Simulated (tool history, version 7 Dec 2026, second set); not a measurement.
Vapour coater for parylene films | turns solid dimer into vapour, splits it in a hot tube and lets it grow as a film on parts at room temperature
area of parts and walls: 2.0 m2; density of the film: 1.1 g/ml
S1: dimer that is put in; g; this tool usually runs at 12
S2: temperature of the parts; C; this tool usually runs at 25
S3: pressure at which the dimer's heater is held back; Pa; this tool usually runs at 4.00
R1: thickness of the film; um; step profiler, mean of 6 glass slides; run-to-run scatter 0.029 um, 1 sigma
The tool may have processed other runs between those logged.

| run | day | S1 | S2 | S3 | R1 |
|---|---|---|---|---|---|
| 1 | 0.000 | 12 | 25 | 4.00 | 2.91 |
| 2 | 0.879 | 12 | 25 | 4.00 | 2.93 |
| 3 | 2.258 | 12 | 25 | 4.00 | 2.97 |
| 4 | 3.300 | 12 | 25 | 3.17 | 3.08 |
| 5 | 4.312 | 12 | 25 | 3.17 | 3.12 |
| 6 | 5.625 | 12 | 25 | 3.17 | 3.09 |
| 7 | 6.404 | 12 | 25 | 4.00 | 2.86 |
| 8 | 7.383 | 12 | 25 | 4.00 | 2.98 |
| 9 | 8.250 | 12 | 25 | 4.00 | 2.91 |
| 10 | 9.083 | 12 | 25 | 4.00 | 2.96 |
| 11 | 10.800 | 12 | 26 | 4.00 | 2.79 |
| 12 | 12.146 | 12 | 26 | 4.00 | 2.77 |
| 13 | 13.650 | 12 | 26 | 4.00 | 2.78 |
| 14 | 14.400 | 12 | 25 | 8.78 | 2.40 |
| 15 | 15.212 | 12 | 25 | 8.78 | 2.45 |
| 16 | 16.475 | 10 | 27 | 3.94 | 2.19 |
| 17 | 17.367 | 14 | 25 | 2.11 | 4.01 |
| 18 | 18.762 | 14 | 25 | 2.11 | 3.97 |
| 19 | 19.625 | 16 | 25 | 4.00 | 3.89 |
| 20 | 20.992 | 10 | 20 | 4.00 | 3.08 |
| 21 | 21.925 | 14 | 26 | 10.18 | 2.59 |
| 22 | 23.488 | 11 | 36 | 3.99 | 1.59 |
| 23 | 24.688 | 11 | 23 | 4.33 | 2.87 |
| 24 | 25.550 | 11 | 23 | 4.33 | 2.93 |
| 25 | 27.112 | 7 | 21 | 2.39 | 2.32 |
| 26 | 28.558 | 12 | 24 | 3.45 | 3.19 |
| 27 | 30.183 | 10 | 24 | 2.73 | 2.80 |
| 28 | 31.025 | 21 | 25 | 3.84 | 5.19 |
| 29 | 32.550 | 13 | 25 | 3.84 | 3.19 |
| 30 | 33.788 | 13 | 25 | 3.84 | 3.25 |

5 ways to go on from here, each from the tool as it stands after run 30. What would each give?
| A | 35.000 | 14 | 20 | 4.00 | ? |
| B | 35.000 | 12 | 31 | 3.20 | ? |
| C | 35.000 | 17 | 25 | 2.08 | ? |
| D | 35.000 | 16 | 20 | 2.39 | ? |
| E | 35.000 | 5 | 32 | 4.00 | ? |

| run | R1 |
|---|---|
| A | 4.31 |
| B | 2.29 |
| C | 4.83 |
| D | 5.62 |
| E | 0.90 |
Take away the tool's hidden state, keep each run's random variation, and the runs would have read:
| run | R1 |
|---|---|
| A | 4.33 |
| B | 2.30 |
| C | 4.85 |
| D | 5.64 |
| E | 0.90 |

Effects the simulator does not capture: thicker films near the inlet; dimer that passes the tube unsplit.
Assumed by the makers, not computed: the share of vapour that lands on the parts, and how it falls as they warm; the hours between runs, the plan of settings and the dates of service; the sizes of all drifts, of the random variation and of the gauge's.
